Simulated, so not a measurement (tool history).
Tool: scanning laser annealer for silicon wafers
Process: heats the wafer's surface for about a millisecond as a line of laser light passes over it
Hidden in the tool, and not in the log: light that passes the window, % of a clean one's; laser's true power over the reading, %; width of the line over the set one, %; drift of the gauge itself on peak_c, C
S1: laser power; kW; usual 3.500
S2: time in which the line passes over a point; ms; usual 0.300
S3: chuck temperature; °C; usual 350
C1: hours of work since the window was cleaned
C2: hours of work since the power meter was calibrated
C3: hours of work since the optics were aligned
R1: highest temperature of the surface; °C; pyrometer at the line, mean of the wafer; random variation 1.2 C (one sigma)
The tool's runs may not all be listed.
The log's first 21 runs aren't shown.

run,hour,S1,S2,S3,C1,C2,C3,R1
# hour 330.0: window over the wafer cleaned, once more
22,338.8,3.384,0.375,311,6,399,941,1107
23,357.8,3.265,0.214,319,18,411,953,885
24,376.4,3.265,0.214,319,30,423,965,887
25,393.5,3.265,0.214,319,41,434,976,884
26,413.9,3.845,0.360,350,54,447,989,1252
27,428.4,3.845,0.360,350,63,457,998,1251
28,441.6,3.470,0.281,355,71,465,1006,1055
29,460.5,3.470,0.245,389,83,477,1018,1042
# hour 473.3: optics aligned, line set to its width
30,482.7,3.500,0.223,350,94,488,6,981
31,494.7,3.500,0.326,350,102,496,14,1119
32,514.5,3.500,0.326,350,115,508,26,1121
33,525.2,3.500,0.326,350,122,515,33,1120
34,536.2,3.330,0.300,310,129,522,40,1004
35,558.1,3.330,0.300,310,143,536,54,1003
36,574.7,3.258,0.235,388,153,547,65,984
37,594.4,3.802,0.339,332,166,560,77,1196
38,609.6,3.802,0.339,332,176,569,87,1197
39,619.3,3.802,0.339,332,182,575,93,1197

4 ways to go on from here, each from the tool as it stands after run 39. What would each give?
A,640.4,3.500,0.273,350,195,589,107,?
B,640.4,3.500,0.300,329,195,589,107,?
C,640.4,3.093,0.339,332,195,589,107,?
D,640.4,3.194,0.307,350,195,589,107,?

run,R1
A,1049
B,1065
C,1010
D,1017
Without the tool's hidden state the same runs would have given:
run,R1
A,1054
B,1070
C,1014
D,1021
